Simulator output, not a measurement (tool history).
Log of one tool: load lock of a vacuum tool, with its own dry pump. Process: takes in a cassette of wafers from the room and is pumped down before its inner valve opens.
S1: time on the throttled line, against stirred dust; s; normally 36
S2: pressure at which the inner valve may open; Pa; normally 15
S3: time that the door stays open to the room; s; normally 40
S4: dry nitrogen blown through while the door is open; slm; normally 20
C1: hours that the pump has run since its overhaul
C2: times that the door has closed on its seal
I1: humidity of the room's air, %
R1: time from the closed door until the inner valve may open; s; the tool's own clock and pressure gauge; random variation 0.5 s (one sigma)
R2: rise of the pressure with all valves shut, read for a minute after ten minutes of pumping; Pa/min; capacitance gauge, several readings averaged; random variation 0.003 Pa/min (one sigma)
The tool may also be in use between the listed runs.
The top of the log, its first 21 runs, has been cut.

{"run": 22, "hour": 3711.9, "S1": 51, "S2": 15, "S3": 38, "S4": 20, "C1": 807, "C2": 25762, "I1": 46, "R1": 81, "R2": 0.188}
{"run": 23, "hour": 3854.7, "S1": 36, "S2": 16, "S3": 40, "S4": 20, "C1": 950, "C2": 26108, "I1": 45.8, "R1": 67.3, "R2": 0.193}
{"run": 24, "hour": 4033.4, "S1": 19, "S2": 15, "S3": 110, "S4": 20, "C1": 1129, "C2": 26542, "I1": 43.8, "R1": 54.4, "R2": 0.219}
{"run": 25, "hour": 4246.2, "S1": 36, "S2": 15, "S3": 177, "S4": 9, "C1": 1342, "C2": 27058, "I1": 46.8, "R1": 67.7, "R2": 0.256}
{"run": 26, "hour": 4392.7, "S1": 36, "S2": 15, "S3": 177, "S4": 9, "C1": 1488, "C2": 27412, "I1": 41.5, "R1": 69, "R2": 0.252}
{"run": 27, "hour": 4517.7, "S1": 35, "S2": 15, "S3": 177, "S4": 9, "C1": 1613, "C2": 27716, "I1": 42.8, "R1": 67.1, "R2": 0.258}
{"run": 28, "hour": 4760.5, "S1": 35, "S2": 25, "S3": 177, "S4": 6, "C1": 1856, "C2": 28304, "I1": 41.9, "R1": 65, "R2": 0.27}
{"run": 29, "hour": 4950.1, "S1": 35, "S2": 25, "S3": 177, "S4": 6, "C1": 2045, "C2": 28764, "I1": 43.3, "R1": 65.6, "R2": 0.277}
{"run": 30, "hour": 5108.1, "S1": 35, "S2": 25, "S3": 177, "S4": 6, "C1": 2203, "C2": 29147, "I1": 47.5, "R1": 65.1, "R2": 0.286}
{"run": 31, "hour": 5268.5, "S1": 35, "S2": 25, "S3": 177, "S4": 6, "C1": 2364, "C2": 29535, "I1": 48, "R1": 66.2, "R2": 0.285}
{"run": 32, "hour": 5412.8, "S1": 38, "S2": 15, "S3": 40, "S4": 20, "C1": 2508, "C2": 29885, "I1": 43.3, "R1": 70.8, "R2": 0.231}
{"run": 33, "hour": 5561.2, "S1": 38, "S2": 11, "S3": 40, "S4": 20, "C1": 2657, "C2": 30245, "I1": 47.3, "R1": 71.3, "R2": 0.233}
{"run": 34, "hour": 5782.8, "S1": 38, "S2": 11, "S3": 40, "S4": 20, "C1": 2878, "C2": 30782, "I1": 41.9, "R1": 73.5, "R2": 0.231}
{"run": 35, "hour": 5887.5, "S1": 27, "S2": 15, "S3": 40, "S4": 37, "C1": 2983, "C2": 31036, "I1": 47.1, "R1": 61.3, "R2": 0.238}
{"run": 36, "hour": 6075.5, "S1": 27, "S2": 15, "S3": 40, "S4": 37, "C1": 3171, "C2": 31492, "I1": 48.3, "R1": 61.7, "R2": 0.243}
{"run": 37, "hour": 6311.5, "S1": 36, "S2": 15, "S3": 40, "S4": 9, "C1": 3407, "C2": 32064, "I1": 41, "R1": 69.8, "R2": 0.262}

Expected results for the next run?
{"run": 38, "hour": 6458.2, "S1": 36, "S2": 15, "S3": 26, "S4": 9, "C1": 3554, "C2": 32419, "I1": 43.4, "R1": "?", "R2": "?"}

Run 38 gave R1 68 s, R2 0.265 Pa/min.
With no hidden state in the tool, this same run would have given R1 66.2 s, R2 0.034 Pa/min.

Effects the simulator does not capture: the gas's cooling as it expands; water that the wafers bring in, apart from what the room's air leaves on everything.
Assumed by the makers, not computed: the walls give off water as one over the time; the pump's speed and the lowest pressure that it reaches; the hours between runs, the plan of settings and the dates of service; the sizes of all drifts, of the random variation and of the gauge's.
